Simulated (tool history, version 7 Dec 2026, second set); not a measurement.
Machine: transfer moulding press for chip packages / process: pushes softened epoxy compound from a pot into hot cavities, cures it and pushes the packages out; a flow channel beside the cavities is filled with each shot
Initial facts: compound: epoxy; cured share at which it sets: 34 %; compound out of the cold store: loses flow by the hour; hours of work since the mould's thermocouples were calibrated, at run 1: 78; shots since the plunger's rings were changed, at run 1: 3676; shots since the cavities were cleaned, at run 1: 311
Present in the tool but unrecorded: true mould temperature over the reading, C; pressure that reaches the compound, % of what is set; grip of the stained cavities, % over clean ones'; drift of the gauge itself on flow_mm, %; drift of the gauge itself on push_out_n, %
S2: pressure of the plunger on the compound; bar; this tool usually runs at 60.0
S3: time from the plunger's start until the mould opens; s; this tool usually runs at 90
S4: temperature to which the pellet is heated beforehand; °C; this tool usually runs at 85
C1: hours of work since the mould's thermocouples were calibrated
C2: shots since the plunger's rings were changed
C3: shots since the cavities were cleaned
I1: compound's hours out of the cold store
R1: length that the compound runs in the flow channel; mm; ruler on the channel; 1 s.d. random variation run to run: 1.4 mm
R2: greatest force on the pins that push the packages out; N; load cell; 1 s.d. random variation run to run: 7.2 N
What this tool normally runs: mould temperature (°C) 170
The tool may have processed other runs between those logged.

Run 1, day 0.000: usual settings; C1 78; C2 3676; C3 311; I1 40.7. Result: R1 462 mm, R2 460 N.
Run 2, day 0.383: usual settings; C1 84; C2 3786; C3 421; I1 23.7. Result: R1 500 mm, R2 503 N.
At day 0.638: cavities cleaned with cleaning compound and waxed.
Run 3, day 1.162: usual settings; C1 96; C2 3994; C3 152; I1 20.7. Result: R1 512 mm, R2 395 N.
Run 4, day 1.600: usual settings; C1 102; C2 4119; C3 277; I1 13.5. Result: R1 526 mm, R2 466 N.
Run 5, day 1.933: usual settings but S4 82 °C; C1 108; C2 4216; C3 374; I1 47.9. Result: R1 444 mm, R2 476 N.
At day 2.333: cavities cleaned with cleaning compound and waxed.
Run 6, day 2.667: usual settings; C1 118; C2 4410; C3 97; I1 35.1. Result: R1 472 mm, R2 357 N.
Run 7, day 3.108: usual settings but S3 77 s; C1 125; C2 4538; C3 225; I1 34.4. Result: R1 474 mm, R2 550 N.
Run 8, day 3.750: usual settings but S3 77 s; C1 135; C2 4722; C3 409; I1 31.1. Result: R1 478 mm, R2 660 N.
At day 4.054: cavities cleaned with cleaning compound and waxed.
Run 9, day 4.358: usual settings but S3 79 s; C1 144; C2 4881; C3 89; I1 38.5. Result: R1 461 mm, R2 448 N.
Run 10, day 4.754: usual settings but mould temperature (°C) 175; C1 150; C2 4995; C3 203; I1 41.7. Result: R1 449 mm, R2 360 N.
Run 11, day 5.183: usual settings but mould temperature (°C) 174; C1 156; C2 5119; C3 327; I1 42.5. Result: R1 445 mm, R2 394 N.
At day 5.783: cavities cleaned with cleaning compound and waxed.
Run 12, day 5.908: usual settings but mould temperature (°C) 166; C1 167; C2 5310; C3 36; I1 18.4. Result: R1 517 mm, R2 412 N.
Run 13, day 6.400: usual settings but mould temperature (°C) 166; C1 174; C2 5453; C3 179; I1 13.0. Result: R1 531 mm, R2 542 N.
At day 6.567: plunger's sealing rings changed.
Run 14, day 7.096: usual settings but mould temperature (°C) 166; C1 184; C2 152; C3 348; I1 15.8. Result: R1 550 mm, R2 610 N.
At day 7.567: cavities cleaned with cleaning compound and waxed.
Run 15, day 7.867: usual settings but mould temperature (°C) 165, S2 62.0 bar, S3 73 s; C1 195; C2 357; C3 86; I1 18.0. Result: R1 554 mm, R2 830 N.
Run 16, day 8.433: usual settings but S3 112 s; C1 204; C2 521; C3 250; I1 19.0. Result: R1 532 mm, R2 373 N.
Run 17, day 9.092: usual settings but S2 70.4 bar, S3 84 s; C1 214; C2 711; C3 440; I1 23.7. Result: R1 562 mm, R2 557 N.
At day 9.271: cavities cleaned with cleaning compound and waxed.
Run 18, day 9.700: usual settings but mould temperature (°C) 171, S2 74.8 bar, S3 119 s; C1 222; C2 869; C3 124; I1 26.9. Result: R1 568 mm, R2 308 N.
Run 19, day 10.262: usual settings but S2 54.2 bar, S3 128 s; C1 231; C2 1031; C3 286; I1 32.4. Result: R1 470 mm, R2 367 N.
At day 10.958: cavities cleaned with cleaning compound and waxed.
Run 20, day 11.050: usual settings but S2 63.4 bar, S4 86 °C; C1 243; C2 1241; C3 27; I1 13.2. Result: R1 559 mm, R2 338 N.
Run 21, day 11.646: usual settings but mould temperature (°C) 176, S2 65.9 bar; C1 252; C2 1413; C3 199; I1 40.2. Result: R1 487 mm, R2 360 N.
Run 22, day 12.058: usual settings but S2 50.1 bar, S3 78 s, S4 78 °C; C1 258; C2 1532; C3 318; I1 44.7. Result: R1 424 mm, R2 588 N.
At day 12.638: cavities cleaned with cleaning compound and waxed.
Run 23, day 12.638: usual settings but S2 67.1 bar, S3 82 s, S4 78 °C; C1 266; C2 1681; C3 0; I1 17.8. Result: R1 562 mm, R2 380 N.

Here are 3 independent what-if runs from the current tool condition. What would each one return?
Run A, day 13.012: usual settings but S2 46.0 bar, S3 82 s, S4 78 °C; C1 272; C2 1790; C3 109; I1 39.2. Result: R1 ?, R2 ?.
Run B, day 13.012: usual settings but mould temperature (°C) 172, S2 68.7 bar, S3 82 s, S4 78 °C; C1 272; C2 1790; C3 109; I1 44.9. Result: R1 ?, R2 ?.
Run C, day 13.012: usual settings but S2 74.7 bar; C1 272; C2 1790; C3 109; I1 47.1. Result: R1 ?, R2 ?.

run   R1   R2
  A  415  438
  B  491  378
  C  507  366
The same runs, with their run-to-run variation unchanged, on a tool lacking any hidden condition would have given:
run   R1   R2
  A  422  354
  B  499  306
  C  516  297
